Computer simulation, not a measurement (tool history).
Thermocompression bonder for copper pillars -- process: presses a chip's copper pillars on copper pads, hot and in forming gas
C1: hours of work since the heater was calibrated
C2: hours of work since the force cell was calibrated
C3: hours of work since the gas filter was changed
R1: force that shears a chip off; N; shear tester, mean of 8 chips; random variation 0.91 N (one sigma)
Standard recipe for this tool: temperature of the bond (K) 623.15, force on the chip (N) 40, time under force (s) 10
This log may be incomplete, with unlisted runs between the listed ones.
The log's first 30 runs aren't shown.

run 31 hour=555.2 | temperature_of_the_bond_(K)=623.15 force_on_the_chip_(N)=40 time_under_force_(s)=8 | C1=737 C2=210 C3=47 | R1=96.2
run 32 hour=570.1 | temperature_of_the_bond_(K)=626.15 force_on_the_chip_(N)=40 time_under_force_(s)=10 | C1=747 C2=221 C3=58 | R1=105.3
run 33 hour=584.0 | temperature_of_the_bond_(K)=626.15 force_on_the_chip_(N)=40 time_under_force_(s)=10 | C1=757 C2=230 C3=67 | R1=105.1
run 34 hour=605.3 | temperature_of_the_bond_(K)=619.15 force_on_the_chip_(N)=44 time_under_force_(s)=12 | C1=771 C2=245 C3=82 | R1=106.9
run 35 hour=627.1 | temperature_of_the_bond_(K)=623.15 force_on_the_chip_(N)=51 time_under_force_(s)=24 | C1=786 C2=259 C3=96 | R1=127.7
run 36 hour=639.7 | temperature_of_the_bond_(K)=603.15 force_on_the_chip_(N)=56 time_under_force_(s)=12 | C1=794 C2=268 C3=105 | R1=99.6
-- hour=651.3 forming gas filter changed
run 37 hour=656.8 | temperature_of_the_bond_(K)=603.15 force_on_the_chip_(N)=56 time_under_force_(s)=12 | C1=806 C2=279 C3=4 | R1=100.4
run 38 hour=672.8 | temperature_of_the_bond_(K)=621.15 force_on_the_chip_(N)=34 time_under_force_(s)=18 | C1=817 C2=290 C3=15 | R1=109.8

Run 39 comes next. What will it give?
run 39 hour=687.2 | temperature_of_the_bond_(K)=621.15 force_on_the_chip_(N)=34 time_under_force_(s)=18 | C1=826 C2=300 C3=24 | R1=?

R1: 110.1 N
Were there no unlogged condition in the tool, this run, its random variation unchanged, would have produced R1 116.0 N.
